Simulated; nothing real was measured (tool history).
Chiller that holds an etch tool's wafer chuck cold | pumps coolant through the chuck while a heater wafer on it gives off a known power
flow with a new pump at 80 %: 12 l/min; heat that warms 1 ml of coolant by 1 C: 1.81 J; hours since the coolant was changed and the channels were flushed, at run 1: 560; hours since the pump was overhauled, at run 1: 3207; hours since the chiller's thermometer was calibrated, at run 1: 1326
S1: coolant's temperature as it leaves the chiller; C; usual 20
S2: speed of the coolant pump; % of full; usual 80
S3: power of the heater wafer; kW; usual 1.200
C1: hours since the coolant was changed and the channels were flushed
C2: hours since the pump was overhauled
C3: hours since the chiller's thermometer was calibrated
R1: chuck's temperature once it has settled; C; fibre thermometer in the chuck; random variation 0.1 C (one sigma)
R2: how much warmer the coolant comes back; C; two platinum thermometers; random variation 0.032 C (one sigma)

{"run": 1, "day": 0.0, "S1": 20, "S2": 80, "S3": 1.2, "C1": 560, "C2": 3207, "C3": 1326, "R1": 29.6, "R2": 3.5}
{"run": 2, "day": 3.208, "S1": 20, "S2": 80, "S3": 1.2, "C1": 637, "C2": 3284, "C3": 1403, "R1": 29.4, "R2": 3.49}
{"run": 3, "day": 5.846, "S1": 20, "S2": 80, "S3": 1.2, "C1": 700, "C2": 3347, "C3": 1466, "R1": 29.5, "R2": 3.52}
{"run": 4, "day": 9.388, "S1": 20, "S2": 93, "S3": 1.2, "C1": 785, "C2": 3432, "C3": 1551, "R1": 28.5, "R2": 3.03}
{"run": 5, "day": 13.696, "S1": 20, "S2": 80, "S3": 1.2, "C1": 888, "C2": 3535, "C3": 1654, "R1": 29.7, "R2": 3.55}
{"day": 14.058, "done": "chiller's thermometer calibrated"}
{"run": 6, "day": 18.008, "S1": 20, "S2": 80, "S3": 1.2, "C1": 991, "C2": 3638, "C3": 95, "R1": 29.9, "R2": 3.58}
{"run": 7, "day": 23.954, "S1": 20, "S2": 80, "S3": 1.2, "C1": 1134, "C2": 3781, "C3": 238, "R1": 30.1, "R2": 3.56}
{"run": 8, "day": 28.029, "S1": 11, "S2": 80, "S3": 1.13, "C1": 1231, "C2": 3878, "C3": 335, "R1": 20.7, "R2": 3.41}
{"day": 28.529, "done": "chiller's thermometer calibrated, once more"}
{"run": 9, "day": 33.504, "S1": 13, "S2": 97, "S3": 0.68, "C1": 1362, "C2": 4009, "C3": 119, "R1": 17.7, "R2": 1.64}
{"run": 10, "day": 37.975, "S1": 27, "S2": 80, "S3": 0.639, "C1": 1469, "C2": 4116, "C3": 227, "R1": 32.2, "R2": 1.84}
{"run": 11, "day": 43.85, "S1": 11, "S2": 72, "S3": 1.086, "C1": 1610, "C2": 4257, "C3": 368, "R1": 20.4, "R2": 3.6}
{"run": 12, "day": 49.346, "S1": 27, "S2": 82, "S3": 1.2, "C1": 1742, "C2": 4389, "C3": 500, "R1": 36.3, "R2": 3.47}
{"run": 13, "day": 52.517, "S1": 20, "S2": 88, "S3": 1.2, "C1": 1818, "C2": 4465, "C3": 576, "R1": 28.9, "R2": 3.32}

Measured less the same run without the tool's hidden state. The same run-to-run variation is in both; the gauge's scatter may not be:
The hidden state here: heat passed by the chuck's channels, % of clean ones'; flow at a given pump speed, % of a new pump's; coolant's true temperature over the reading, C; drift of the gauge itself on chuck_c, C; drift of the gauge itself on warmer_back_c, C.
run=1 R1=+1.0 R2=+0.20
run=2 R1=+1.0 R2=+0.20
run=3 R1=+1.1 R2=+0.21
run=4 R1=+1.1 R2=+0.18
run=5 R1=+1.2 R2=+0.22
run=6 R1=+1.5 R2=+0.22
run=7 R1=+1.5 R2=+0.23
run=8 R1=+1.6 R2=+0.23
run=9 R1=+0.5 R2=+0.11
run=10 R1=+0.5 R2=+0.13
run=11 R1=+1.0 R2=+0.26
run=12 R1=+1.1 R2=+0.25
run=13 R1=+1.0 R2=+0.24
